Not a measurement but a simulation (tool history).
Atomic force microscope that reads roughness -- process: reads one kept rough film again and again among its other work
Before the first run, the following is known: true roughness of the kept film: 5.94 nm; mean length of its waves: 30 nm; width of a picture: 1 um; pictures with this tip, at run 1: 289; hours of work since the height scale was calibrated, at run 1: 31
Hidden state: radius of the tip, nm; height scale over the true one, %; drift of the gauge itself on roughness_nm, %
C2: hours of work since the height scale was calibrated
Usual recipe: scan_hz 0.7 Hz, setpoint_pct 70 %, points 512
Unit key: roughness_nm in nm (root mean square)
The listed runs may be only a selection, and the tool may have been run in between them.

{"run": 1, "hour": 0.0, "scan_hz": 0.7, "setpoint_pct": 70, "points": 512, "pictures with this tip": 289, "C2": 31, "roughness_nm": 3.63}
{"run": 2, "hour": 10.5, "scan_hz": 0.7, "setpoint_pct": 70, "points": 512, "pictures with this tip": 300, "C2": 36, "roughness_nm": 3.569}
{"run": 3, "hour": 19.0, "scan_hz": 0.7, "setpoint_pct": 70, "points": 512, "pictures with this tip": 309, "C2": 40, "roughness_nm": 3.561}
{"run": 4, "hour": 25.8, "scan_hz": 0.7, "setpoint_pct": 80, "points": 512, "pictures with this tip": 316, "C2": 43, "roughness_nm": 3.429}
{"run": 5, "hour": 34.0, "scan_hz": 0.7, "setpoint_pct": 80, "points": 512, "pictures with this tip": 325, "C2": 46, "roughness_nm": 3.439}
{"run": 6, "hour": 42.1, "scan_hz": 0.7, "setpoint_pct": 80, "points": 512, "pictures with this tip": 334, "C2": 50, "roughness_nm": 3.376}
{"run": 7, "hour": 55.4, "scan_hz": 0.7, "setpoint_pct": 80, "points": 512, "pictures with this tip": 348, "C2": 56, "roughness_nm": 3.327}
{"run": 8, "hour": 66.8, "scan_hz": 0.7, "setpoint_pct": 80, "points": 512, "pictures with this tip": 360, "C2": 62, "roughness_nm": 3.281}
{"run": 9, "hour": 76.0, "scan_hz": 0.7, "setpoint_pct": 70, "points": 512, "pictures with this tip": 370, "C2": 66, "roughness_nm": 3.38}
{"hour": 82.0, "done": "new tip fitted"}
{"run": 10, "hour": 89.5, "scan_hz": 0.7, "setpoint_pct": 70, "points": 604, "pictures with this tip": 7, "C2": 72, "roughness_nm": 4.938}
{"run": 11, "hour": 98.7, "scan_hz": 0.7, "setpoint_pct": 73, "points": 512, "pictures with this tip": 17, "C2": 76, "roughness_nm": 4.854}
{"run": 12, "hour": 107.4, "scan_hz": 0.7, "setpoint_pct": 73, "points": 512, "pictures with this tip": 27, "C2": 81, "roughness_nm": 4.826}
{"run": 13, "hour": 113.8, "scan_hz": 0.7, "setpoint_pct": 73, "points": 512, "pictures with this tip": 33, "C2": 83, "roughness_nm": 4.797}
{"run": 14, "hour": 120.8, "scan_hz": 0.7, "setpoint_pct": 70, "points": 619, "pictures with this tip": 41, "C2": 87, "roughness_nm": 4.762}
{"run": 15, "hour": 127.9, "scan_hz": 0.7, "setpoint_pct": 70, "points": 619, "pictures with this tip": 48, "C2": 90, "roughness_nm": 4.677}
{"run": 16, "hour": 141.1, "scan_hz": 0.7, "setpoint_pct": 70, "points": 512, "pictures with this tip": 62, "C2": 96, "roughness_nm": 4.628}
{"run": 17, "hour": 150.6, "scan_hz": 0.7, "setpoint_pct": 70, "points": 512, "pictures with this tip": 72, "C2": 101, "roughness_nm": 4.59}
{"run": 18, "hour": 158.6, "scan_hz": 0.7, "setpoint_pct": 70, "points": 512, "pictures with this tip": 81, "C2": 104, "roughness_nm": 4.528}
{"run": 19, "hour": 169.5, "scan_hz": 0.7, "setpoint_pct": 70, "points": 763, "pictures with this tip": 92, "C2": 109, "roughness_nm": 4.492}
{"run": 20, "hour": 182.2, "scan_hz": 0.7, "setpoint_pct": 70, "points": 763, "pictures with this tip": 106, "C2": 115, "roughness_nm": 4.435}
{"run": 21, "hour": 188.6, "scan_hz": 0.7, "setpoint_pct": 70, "points": 763, "pictures with this tip": 113, "C2": 118, "roughness_nm": 4.417}
{"run": 22, "hour": 198.2, "scan_hz": 0.7, "setpoint_pct": 70, "points": 763, "pictures with this tip": 123, "C2": 123, "roughness_nm": 4.369}
{"run": 23, "hour": 204.0, "scan_hz": 0.7, "setpoint_pct": 70, "points": 763, "pictures with this tip": 129, "C2": 126, "roughness_nm": 4.374}
{"run": 24, "hour": 216.1, "scan_hz": 0.7, "setpoint_pct": 70, "points": 763, "pictures with this tip": 142, "C2": 131, "roughness_nm": 4.244}
{"run": 25, "hour": 227.8, "scan_hz": 0.7, "setpoint_pct": 70, "points": 763, "pictures with this tip": 154, "C2": 137, "roughness_nm": 4.247}
{"run": 26, "hour": 234.4, "scan_hz": 2.201, "setpoint_pct": 85, "points": 961, "pictures with this tip": 161, "C2": 140, "roughness_nm": 3.292}
{"run": 27, "hour": 246.5, "scan_hz": 0.576, "setpoint_pct": 68, "points": 512, "pictures with this tip": 174, "C2": 145, "roughness_nm": 4.178}
{"run": 28, "hour": 256.7, "scan_hz": 0.576, "setpoint_pct": 79, "points": 301, "pictures with this tip": 185, "C2": 150, "roughness_nm": 4.011}
{"run": 29, "hour": 263.7, "scan_hz": 2.885, "setpoint_pct": 75, "points": 594, "pictures with this tip": 192, "C2": 153, "roughness_nm": 3.399}
{"run": 30, "hour": 269.8, "scan_hz": 2.885, "setpoint_pct": 75, "points": 594, "pictures with this tip": 199, "C2": 156, "roughness_nm": 3.358}
{"run": 31, "hour": 282.1, "scan_hz": 2.741, "setpoint_pct": 84, "points": 714, "pictures with this tip": 212, "C2": 162, "roughness_nm": 3.01}
{"run": 32, "hour": 287.6, "scan_hz": 0.7, "setpoint_pct": 70, "points": 731, "pictures with this tip": 217, "C2": 165, "roughness_nm": 3.959}
{"run": 33, "hour": 297.9, "scan_hz": 0.7, "setpoint_pct": 70, "points": 731, "pictures with this tip": 228, "C2": 169, "roughness_nm": 3.909}
{"run": 34, "hour": 309.3, "scan_hz": 2.49, "setpoint_pct": 70, "points": 512, "pictures with this tip": 240, "C2": 175, "roughness_nm": 3.453}
{"run": 35, "hour": 314.6, "scan_hz": 2.49, "setpoint_pct": 70, "points": 512, "pictures with this tip": 246, "C2": 177, "roughness_nm": 3.475}
{"run": 36, "hour": 324.6, "scan_hz": 2.265, "setpoint_pct": 89, "points": 272, "pictures with this tip": 257, "C2": 182, "roughness_nm": 2.813}
{"run": 37, "hour": 334.4, "scan_hz": 2.265, "setpoint_pct": 89, "points": 272, "pictures with this tip": 267, "C2": 186, "roughness_nm": 2.794}
{"run": 38, "hour": 340.3, "scan_hz": 2.265, "setpoint_pct": 89, "points": 272, "pictures with this tip": 273, "C2": 189, "roughness_nm": 2.779}
{"run": 39, "hour": 351.6, "scan_hz": 2.265, "setpoint_pct": 89, "points": 272, "pictures with this tip": 285, "C2": 194, "roughness_nm": 2.745}
{"run": 40, "hour": 362.1, "scan_hz": 0.728, "setpoint_pct": 60, "points": 721, "pictures with this tip": 296, "C2": 199, "roughness_nm": 3.749}
{"run": 41, "hour": 374.4, "scan_hz": 0.754, "setpoint_pct": 82, "points": 512, "pictures with this tip": 309, "C2": 205, "roughness_nm": 3.478}
{"run": 42, "hour": 382.2, "scan_hz": 0.887, "setpoint_pct": 66, "points": 416, "pictures with this tip": 318, "C2": 209, "roughness_nm": 3.573}
{"run": 43, "hour": 392.0, "scan_hz": 0.887, "setpoint_pct": 66, "points": 416, "pictures with this tip": 328, "C2": 213, "roughness_nm": 3.596}
{"run": 44, "hour": 402.3, "scan_hz": 0.887, "setpoint_pct": 66, "points": 416, "pictures with this tip": 339, "C2": 218, "roughness_nm": 3.533}
{"run": 45, "hour": 410.4, "scan_hz": 0.656, "setpoint_pct": 65, "points": 501, "pictures with this tip": 348, "C2": 222, "roughness_nm": 3.565}
{"run": 46, "hour": 422.7, "scan_hz": 0.656, "setpoint_pct": 65, "points": 501, "pictures with this tip": 361, "C2": 228, "roughness_nm": 3.518}
{"run": 47, "hour": 435.4, "scan_hz": 3.317, "setpoint_pct": 72, "points": 512, "pictures with this tip": 374, "C2": 233, "roughness_nm": 2.855}
{"hour": 437.9, "done": "new tip fitted"}
{"run": 48, "hour": 444.6, "scan_hz": 3.317, "setpoint_pct": 72, "points": 512, "pictures with this tip": 7, "C2": 237, "roughness_nm": 4.091}
{"run": 49, "hour": 450.6, "scan_hz": 3.317, "setpoint_pct": 72, "points": 512, "pictures with this tip": 14, "C2": 240, "roughness_nm": 4.084}

Each run again, without the hidden state but with its own random variation kept:
run=1 roughness_nm=4.988
run=2 roughness_nm=4.953
run=3 roughness_nm=4.978
run=4 roughness_nm=4.826
run=5 roughness_nm=4.881
run=6 roughness_nm=4.832
run=7 roughness_nm=4.827
run=8 roughness_nm=4.804
run=9 roughness_nm=4.984
run=10 roughness_nm=4.989
run=11 roughness_nm=4.96
run=12 roughness_nm=4.985
run=13 roughness_nm=4.994
run=14 roughness_nm=5.005
run=15 roughness_nm=4.954
run=16 roughness_nm=4.983
run=17 roughness_nm=4.998
run=18 roughness_nm=4.981
run=19 roughness_nm=4.998
run=20 roughness_nm=5.006
run=21 roughness_nm=5.02
run=22 roughness_nm=5.013
run=23 roughness_nm=5.044
run=24 roughness_nm=4.959
run=25 roughness_nm=5.026
run=26 roughness_nm=3.924
run=27 roughness_nm=5.048
run=28 roughness_nm=4.896
run=29 roughness_nm=4.178
run=30 roughness_nm=4.157
run=31 roughness_nm=3.775
run=32 roughness_nm=4.989
run=33 roughness_nm=4.983
run=34 roughness_nm=4.453
run=35 roughness_nm=4.503
run=36 roughness_nm=3.684
run=37 roughness_nm=3.693
run=38 roughness_nm=3.695
run=39 roughness_nm=3.693
run=40 roughness_nm=5.095
run=41 roughness_nm=4.783
run=42 roughness_nm=4.952
run=43 roughness_nm=5.027
run=44 roughness_nm=4.983
run=45 roughness_nm=5.071
run=46 roughness_nm=5.062
run=47 roughness_nm=4.151
run=48 roughness_nm=4.161
run=49 roughness_nm=4.189

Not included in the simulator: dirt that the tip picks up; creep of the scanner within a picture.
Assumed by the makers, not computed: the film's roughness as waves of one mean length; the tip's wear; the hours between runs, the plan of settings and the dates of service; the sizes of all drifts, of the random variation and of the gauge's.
